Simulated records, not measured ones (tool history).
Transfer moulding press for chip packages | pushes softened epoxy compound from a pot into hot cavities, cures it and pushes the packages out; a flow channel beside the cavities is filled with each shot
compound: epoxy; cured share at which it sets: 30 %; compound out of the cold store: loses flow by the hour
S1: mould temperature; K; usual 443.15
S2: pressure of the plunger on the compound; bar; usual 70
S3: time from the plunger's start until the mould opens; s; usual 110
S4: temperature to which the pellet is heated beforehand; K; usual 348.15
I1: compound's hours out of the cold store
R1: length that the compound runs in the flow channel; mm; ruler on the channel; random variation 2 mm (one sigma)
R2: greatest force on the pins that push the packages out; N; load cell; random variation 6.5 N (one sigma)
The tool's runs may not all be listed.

run   hour      S1    S2   S3      S4    I1   R1   R2
  1      0  443.15    70  110  348.15  32.9  734  382
      25.3  -- cavities cleaned with cleaning compound and waxed
  2   78.3  443.15    70  110  348.15  22.5  744  342
     123.2  -- cavities cleaned with cleaning compound and waxed
  3  136.5  443.15    70  110  348.15    10  764  293
     162.1  -- plunger's sealing rings changed
  4  215.1  443.15    70  110  348.15  19.7  771  404
     222.9  -- cavities cleaned with cleaning compound and waxed
  5  263.3  443.15    70  110  348.15   9.3  789  331
     321.6  -- cavities cleaned with cleaning compound and waxed
  6  328.2  443.15    70  110  348.15  33.1  731  260
  7  362.3  439.15  69.3  121  348.15  24.9  763  365
     368.3  -- mould's thermocouples calibrated
     421.5  -- cavities cleaned with cleaning compound and waxed
  8  447.7  439.15  54.5  109  348.15  15.9  686  401
  9  485.6  449.15    85  148  348.15  39.1  742  306
     493.6  -- plunger's sealing rings changed
     523.4  -- cavities cleaned with cleaning compound and waxed
 10  539.7  443.15  87.9  124  348.15  24.1  850  263
       621  -- cavities cleaned with cleaning compound and waxed
 11  621.2  437.15    73   99  344.15  32.6  785  458

4 ways to go on from here, each from the tool as it stands after run 11. What would each give?
  A  686.4  443.15  70  105  348.15   8.4   ?   ?
  B  686.4  435.15  73  148  344.15  35.9   ?   ?
  C  686.4  440.15  70  110  342.15  39.6   ?   ?
  D  686.4  437.15  73  128  344.15  43.3   ?   ?

run   R1   R2
  A  777  396
  B  780  364
  C  729  425
  D  750  387
Without the tool's hidden state the same runs would have given:
run   R1   R2
  A  802  285
  B  805  261
  C  752  307
  D  774  277
